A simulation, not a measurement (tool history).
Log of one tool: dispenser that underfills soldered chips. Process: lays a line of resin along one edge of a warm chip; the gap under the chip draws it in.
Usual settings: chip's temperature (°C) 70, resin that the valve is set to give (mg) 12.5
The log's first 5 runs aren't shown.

run	hour	chip's temperature (°C)	resin that the valve is set to give (mg)	time until the resin shows at the far edge (s)	resin that the valve gave (mg)
# hour 60.4: new syringe of resin
6	66.1	55	12.5	104.7	11.92
# hour 67.9: dispensing valve cleaned and set on the balance
# hour 71.1: new syringe of resin
7	78.3	55	12.5	107.2	12.44
# hour 80.6: new syringe of resin
8	86.1	55	12.5	101.3	12.44
# hour 89.9: new syringe of resin
9	92.2	55	12.5	90.8	12.47
# hour 99: new syringe of resin
10	105.7	70	12.5	57	12.33
# hour 108.7: new syringe of resin
11	117.4	70	12.5	61.7	12.32
# hour 118.4: new syringe of resin
12	124.1	70	12.5	55.5	12.25
# hour 128.1: new syringe of resin
13	133.6	70	12.5	54.3	12.17
# hour 137.3: new syringe of resin
14	140.1	70	12.5	50.1	12.19
# hour 147.4: new syringe of resin
15	150.2	70	12.5	49.9	12.13
# hour 156.8: new syringe of resin
16	159.8	70	12.5	50.4	12.11
# hour 166.5: new syringe of resin
17	171	70	12.5	52.8	12.07
# hour 175.9: new syringe of resin
18	180.4	70	12.5	53.2	12.03
# hour 185.3: new syringe of resin
# hour 190.6: dispensing valve cleaned and set on the balance
19	190.6	68	14.6	55.5	14.54
# hour 196.5: new syringe of resin
20	197.2	73	14.2	41.3	14.17
# hour 206: new syringe of resin
21	207.1	59	12.9	75.2	12.82
# hour 215.9: new syringe of resin
22	221.1	81	14.6	34.6	14.43
# hour 225.5: new syringe of resin
23	233.1	83	15.6	36	15.38

The next listed run, before its measurement:
# hour 235.7: new syringe of resin
# hour 245.8: new syringe of resin
24	247.3	83	15.6	?	?

{"run 24": {"time until the resin shows at the far edge (s)": 30.1, "resin that the valve gave (mg)": 15.27}}
Without the tool's hidden state the same run would have given time until the resin shows at the far edge (s) 27.1, resin that the valve gave (mg) 15.6.
